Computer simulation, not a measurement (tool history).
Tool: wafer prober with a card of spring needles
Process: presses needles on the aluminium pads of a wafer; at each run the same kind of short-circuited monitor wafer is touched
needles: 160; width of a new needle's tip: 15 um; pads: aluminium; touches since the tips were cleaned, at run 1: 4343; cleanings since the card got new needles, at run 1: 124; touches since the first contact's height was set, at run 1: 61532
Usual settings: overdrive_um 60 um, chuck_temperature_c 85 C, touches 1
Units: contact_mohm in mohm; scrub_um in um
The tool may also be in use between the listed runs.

| run | day | overdrive_um | chuck_temperature_c | touches | touches since the tips were cleaned | cleanings since the card got new needles | touches since the first contact's height was set | contact_mohm | scrub_um |
|---|---|---|---|---|---|---|---|---|---|
| 1 | 0 | 60 | 85 | 1 | 4343 | 124 | 61532 | 183 | 12.37 |
|  | 0.112 | tips cleaned on abrasive film |
|  | 0.646 | tips cleaned on abrasive film |
|  | 1.133 | tips cleaned on abrasive film |
| 2 | 1.371 | 60 | 85 | 1 | 2433 | 127 | 75529 | 181 | 12.52 |
|  | 1.592 | tips cleaned on abrasive film |
|  | 2.096 | tips cleaned on abrasive film |
| 3 | 2.458 | 60 | 85 | 1 | 3723 | 129 | 86651 | 183 | 12.49 |
|  | 2.571 | tips cleaned on abrasive film |
|  | 3.008 | tips cleaned on abrasive film |
|  | 3.521 | tips cleaned on abrasive film |
|  | 4.021 | tips cleaned on abrasive film |
| 4 | 4.129 | 60 | 85 | 1 | 1128 | 133 | 103717 | 185 | 12.46 |
|  | 4.496 | tips cleaned on abrasive film |
|  | 5.017 | tips cleaned on abrasive film |
| 5 | 5.154 | 60 | 85 | 1 | 1445 | 135 | 114217 | 183 | 12.45 |
|  | 5.508 | tips cleaned on abrasive film |
|  | 6.029 | tips cleaned on abrasive film |
| 6 | 6.325 | 60 | 85 | 1 | 3074 | 137 | 126188 | 185 | 12.43 |
|  | 6.538 | tips cleaned on abrasive film |
|  | 7.017 | tips cleaned on abrasive film |
| 7 | 7.2 | 60 | 85 | 1 | 1905 | 139 | 135127 | 183 | 12.4 |
|  | 7.475 | tips cleaned on abrasive film |
|  | 8 | tips cleaned on abrasive film |
|  | 8.471 | tips cleaned on abrasive film |
|  | 8.575 | height of the first contact set anew |
| 8 | 8.671 | 60 | 85 | 1 | 1936 | 142 | 1000 | 180 | 12.38 |
|  | 8.958 | tips cleaned on abrasive film |
|  | 9.471 | tips cleaned on abrasive film |
| 9 | 9.65 | 60 | 85 | 1 | 1864 | 144 | 10989 | 184 | 12.47 |
|  | 9.979 | tips cleaned on abrasive film |
|  | 10.492 | tips cleaned on abrasive film |
|  | 10.988 | tips cleaned on abrasive film |
| 10 | 11.038 | 60 | 85 | 1 | 495 | 147 | 25164 | 184 | 12.38 |
|  | 11.496 | tips cleaned on abrasive film |
|  | 12.042 | tips cleaned on abrasive film |
|  | 12.521 | tips cleaned on abrasive film |
| 11 | 12.571 | 60 | 85 | 1 | 497 | 150 | 40832 | 181 | 12.42 |
|  | 12.992 | tips cleaned on abrasive film |
|  | 13.525 | tips cleaned on abrasive film |
| 12 | 13.925 | 60 | 85 | 1 | 4139 | 152 | 54714 | 182 | 12.43 |
|  | 14.029 | tips cleaned on abrasive film |
|  | 14.546 | tips cleaned on abrasive film |
|  | 15.067 | tips cleaned on abrasive film |
| 13 | 15.142 | 60 | 85 | 1 | 791 | 155 | 67143 | 180 | 12.55 |
|  | 15.508 | tips cleaned on abrasive film |
|  | 16.025 | tips cleaned on abrasive film |
|  | 16.562 | tips cleaned on abrasive film |
| 14 | 16.846 | 60 | 85 | 1 | 2908 | 158 | 84581 | 184 | 12.55 |
|  | 17.067 | tips cleaned on abrasive film |
|  | 17.571 | tips cleaned on abrasive film |
| 15 | 17.65 | 41 | 85 | 1 | 839 | 160 | 92795 | 188 | 8.43 |
|  | 18.038 | tips cleaned on abrasive film |
|  | 18.525 | tips cleaned on abrasive film |
| 16 | 18.875 | 41 | 85 | 1 | 3628 | 162 | 105324 | 188 | 8.47 |
|  | 18.988 | tips cleaned on abrasive film |
|  | 19.538 | tips cleaned on abrasive film |
|  | 19.996 | tips cleaned on abrasive film |
| 17 | 20.071 | 75 | 31 | 1 | 774 | 165 | 117520 | 170 | 15.58 |
|  | 20.504 | tips cleaned on abrasive film |
| 18 | 20.792 | 75 | 63 | 1 | 2938 | 166 | 124903 | 180 | 15.71 |
|  | 21.012 | tips cleaned on abrasive film |
|  | 21.517 | tips cleaned on abrasive film |
| 19 | 21.658 | 47 | 87 | 2 | 1480 | 168 | 133766 | 186 | 9.74 |
|  | 21.988 | tips cleaned on abrasive film |
|  | 22.475 | tips cleaned on abrasive film |
|  | 22.946 | tips cleaned on abrasive film |
|  | 23.158 | height of the first contact set anew |
| 20 | 23.329 | 47 | 87 | 2 | 3829 | 171 | 1737 | 187 | 9.64 |
|  | 23.404 | tips cleaned on abrasive film |
|  | 23.912 | tips cleaned on abrasive film |
|  | 24.375 | tips cleaned on abrasive film |
|  | 24.862 | tips cleaned on abrasive film |
| 21 | 24.862 | 60 | 63 | 1 | 0 | 175 | 17367 | 179 | 12.39 |
|  | 25.388 | tips cleaned on abrasive film |
|  | 25.938 | tips cleaned on abrasive film |
|  | 26.425 | tips cleaned on abrasive film |
| 22 | 26.429 | 50 | 85 | 1 | 12 | 178 | 33387 | 184 | 10.35 |
|  | 26.967 | tips cleaned on abrasive film |
|  | 27.438 | tips cleaned on abrasive film |
| 23 | 27.779 | 51 | 101 | 1 | 3525 | 180 | 47238 | 187 | 10.6 |
|  | 27.892 | tips cleaned on abrasive film |
|  | 28.333 | tips cleaned on abrasive film |
| 24 | 28.729 | 58 | 85 | 2 | 4087 | 182 | 56934 | 181 | 12.05 |
|  | 28.808 | tips cleaned on abrasive film |
|  | 29.292 | tips cleaned on abrasive film |
| 25 | 29.596 | 58 | 85 | 2 | 3127 | 184 | 65785 | 185 | 11.97 |
|  | 29.804 | tips cleaned on abrasive film |
|  | 30.312 | tips cleaned on abrasive film |
| 26 | 30.429 | 58 | 85 | 2 | 1174 | 186 | 74288 | 184 | 12.08 |
|  | 30.779 | tips cleaned on abrasive film |
|  | 31.283 | tips cleaned on abrasive film |
|  | 31.762 | tips cleaned on abrasive film |
| 27 | 31.762 | 58 | 85 | 2 | 0 | 189 | 87913 | 185 | 12.04 |
|  | 32.229 | tips cleaned on abrasive film |
| 28 | 32.496 | 48 | 85 | 2 | 2765 | 190 | 95443 | 185 | 9.94 |
|  | 32.712 | tips cleaned on abrasive film |
|  | 33.225 | tips cleaned on abrasive film |
|  | 33.746 | tips cleaned on abrasive film |
| 29 | 34.008 | 48 | 85 | 2 | 2679 | 193 | 110886 | 187 | 10.06 |

Forecast each of these 4 alternatives for the next run:
|  | 34.196 | tips cleaned on abrasive film |
|  | 34.708 | tips cleaned on abrasive film |
| A | 35.129 | 60 | 33 | 1 | 4306 | 195 | 122356 | ? | ? |
|  | 34.196 | tips cleaned on abrasive film |
|  | 34.708 | tips cleaned on abrasive film |
| B | 35.129 | 76 | 78 | 1 | 4306 | 195 | 122356 | ? | ? |
|  | 34.196 | tips cleaned on abrasive film |
|  | 34.708 | tips cleaned on abrasive film |
| C | 35.129 | 80 | 56 | 2 | 4306 | 195 | 122356 | ? | ? |
|  | 34.196 | tips cleaned on abrasive film |
|  | 34.708 | tips cleaned on abrasive film |
| D | 35.129 | 44 | 102 | 1 | 4306 | 195 | 122356 | ? | ? |

| run | contact_mohm | scrub_um |
|---|---|---|
| A | 177 | 12.41 |
| B | 183 | 15.99 |
| C | 176 | 16.67 |
| D | 193 | 9.22 |
Without the tool's hidden state the same runs would have given:
| run | contact_mohm | scrub_um |
|---|---|---|
| A | 177 | 12.42 |
| B | 183 | 15.99 |
| C | 175 | 16.67 |
| D | 192 | 9.22 |
